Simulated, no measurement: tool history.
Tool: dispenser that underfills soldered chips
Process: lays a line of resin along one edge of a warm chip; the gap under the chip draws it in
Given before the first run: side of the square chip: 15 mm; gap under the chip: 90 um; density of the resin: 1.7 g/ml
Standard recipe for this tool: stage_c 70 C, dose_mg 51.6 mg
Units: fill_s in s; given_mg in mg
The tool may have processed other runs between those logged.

Run 1, hour 0.0: usual settings. Result: fill_s 144.8 s, given_mg 50.18 mg.
At hour 5.7: new syringe of resin.
Run 2, hour 9.2: usual settings but stage_c 82 C. Result: fill_s 88.3 s, given_mg 49.59 mg.
Run 3, hour 14.7: usual settings but dose_mg 64.9 mg. Result: fill_s 155.6 s, given_mg 62.82 mg.
At hour 16.5: new syringe of resin.
Run 4, hour 20.7: usual settings but dose_mg 64.9 mg. Result: fill_s 138.5 s, given_mg 62.28 mg.
At hour 27.8: new syringe of resin.
Run 5, hour 29.2: usual settings but dose_mg 64.9 mg. Result: fill_s 134.0 s, given_mg 62.09 mg.
Run 6, hour 34.3: usual settings but stage_c 62 C. Result: fill_s 213.6 s, given_mg 49.11 mg.
At hour 38.9: new syringe of resin.
Run 7, hour 42.3: usual settings but stage_c 62 C. Result: fill_s 195.8 s, given_mg 48.79 mg.
At hour 50.4: new syringe of resin.
Run 8, hour 50.5: usual settings but stage_c 62 C. Result: fill_s 184.3 s, given_mg 48.66 mg.
Run 9, hour 57.1: usual settings but stage_c 56 C. Result: fill_s 276.9 s, given_mg 48.45 mg.
At hour 61.6: new syringe of resin.
Run 10, hour 62.3: usual settings. Result: fill_s 131.5 s, given_mg 48.34 mg.
Run 11, hour 69.0: usual settings. Result: fill_s 155.2 s, given_mg 48.08 mg.
At hour 72.1: new syringe of resin.
Run 12, hour 79.6: usual settings. Result: fill_s 160.2 s, given_mg 47.74 mg.
At hour 83.3: new syringe of resin.
Run 13, hour 90.1: usual settings but dose_mg 47.8 mg. Result: fill_s 157.0 s, given_mg 44.07 mg.
At hour 93.9: new syringe of resin.
Run 14, hour 95.8: usual settings. Result: fill_s 140.0 s, given_mg 47.25 mg.
Run 15, hour 102.1: usual settings. Result: fill_s 160.7 s, given_mg 46.85 mg.
At hour 103.9: dispensing valve cleaned and set on the balance.
At hour 105.7: new syringe of resin.
Run 16, hour 113.3: usual settings. Result: fill_s 153.6 s, given_mg 51.88 mg.
At hour 116.4: new syringe of resin.
Run 17, hour 119.9: usual settings. Result: fill_s 138.6 s, given_mg 51.28 mg.
At hour 127.0: new syringe of resin.
Run 18, hour 127.0: usual settings but dose_mg 57.1 mg. Result: fill_s 127.3 s, given_mg 56.66 mg.
Run 19, hour 136.8: usual settings but stage_c 68 C, dose_mg 54.8 mg. Result: fill_s 174.5 s, given_mg 53.74 mg.
At hour 137.9: new syringe of resin.
Run 20, hour 143.3: usual settings but stage_c 61 C, dose_mg 46.3 mg. Result: fill_s 219.3 s, given_mg 45.39 mg.
At hour 148.5: new syringe of resin.
Run 21, hour 149.4: usual settings but stage_c 69 C, dose_mg 63.5 mg. Result: fill_s 134.0 s, given_mg 61.88 mg.
Run 22, hour 154.9: usual settings but stage_c 66 C, dose_mg 48.3 mg. Result: fill_s 179.2 s, given_mg 46.93 mg.
At hour 159.2: new syringe of resin.
Run 23, hour 163.5: usual settings but stage_c 79 C, dose_mg 60.2 mg. Result: fill_s 96.5 s, given_mg 58.22 mg.
At hour 169.9: new syringe of resin.
Run 24, hour 169.9: usual settings but stage_c 60 C, dose_mg 63.1 mg. Result: fill_s 194.8 s, given_mg 61.39 mg.
Run 25, hour 177.4: usual settings but stage_c 60 C, dose_mg 63.1 mg. Result: fill_s 224.1 s, given_mg 60.68 mg.
At hour 180.8: new syringe of resin.
Run 26, hour 187.6: usual settings but stage_c 60 C, dose_mg 63.1 mg. Result: fill_s 226.7 s, given_mg 60.07 mg.
At hour 191.5: new syringe of resin.
Run 27, hour 198.5: usual settings but stage_c 73 C. Result: fill_s 135.7 s, given_mg 48.86 mg.
At hour 202.1: new syringe of resin.
Run 28, hour 204.1: usual settings but stage_c 58 C, dose_mg 51.5 mg. Result: fill_s 229.8 s, given_mg 48.60 mg.
At hour 213.2: new syringe of resin.
Run 29, hour 213.5: usual settings but stage_c 84 C, dose_mg 61.3 mg. Result: fill_s 72.7 s, given_mg 57.27 mg.
At hour 224.1: new syringe of resin.
Run 30, hour 224.3: usual settings but stage_c 57 C, dose_mg 54.6 mg. Result: fill_s 228.7 s, given_mg 50.89 mg.
Run 31, hour 233.9: usual settings but stage_c 66 C, dose_mg 54.9 mg. Result: fill_s 190.6 s, given_mg 50.68 mg.
At hour 235.0: new syringe of resin.
Run 32, hour 240.4: usual settings but stage_c 66 C, dose_mg 61.3 mg. Result: fill_s 170.6 s, given_mg 56.69 mg.
At hour 246.1: new syringe of resin.
Run 33, hour 252.0: usual settings but stage_c 66 C, dose_mg 61.3 mg. Result: fill_s 168.6 s, given_mg 56.24 mg.
At hour 257.3: new syringe of resin.
At hour 258.3: dispensing valve cleaned and set on the balance.
Run 34, hour 261.5: usual settings but stage_c 66 C, dose_mg 61.3 mg. Result: fill_s 156.4 s, given_mg 61.56 mg.

Hidden state or all else? Some run-to-run changes of fill_s, split into what the settings, what came in and random variation would give without the hidden state, and what is left for the hidden state (with any gauge scatter that isn't in both results):
What the log doesn't record here: resin's viscosity, % of fresh resin's; dose that the valve gives, % of what is set; true chip temperature over the reading, C; drift of the gauge itself on fill_s, %; drift of the gauge itself on given_mg, %.
Run 8 -> 9: stage_c 62 -> 56. fill_s +92.6 s: hidden state +37.8, all else +54.8.
Run 9 -> 10: stage_c 56 -> 70, new syringe of resin. fill_s -145.4 s: hidden state -35.5, all else -109.9.
Run 24 -> 25: no setting changed, nothing entered. fill_s +29.3 s: hidden state +35.8, all else -6.5.
Run 28 -> 29: stage_c 58 -> 84, dose_mg 51.5 -> 61.3, new syringe of resin. fill_s -157.1 s: hidden state -5.8, all else -151.3.
Run 29 -> 30: stage_c 84 -> 57, dose_mg 61.3 -> 54.6, new syringe of resin. fill_s +156.0 s: hidden state -3.1, all else +159.1.
Run 30 -> 31: stage_c 57 -> 66, dose_mg 54.6 -> 54.9. fill_s -38.1 s: hidden state +39.8, all else -77.9.
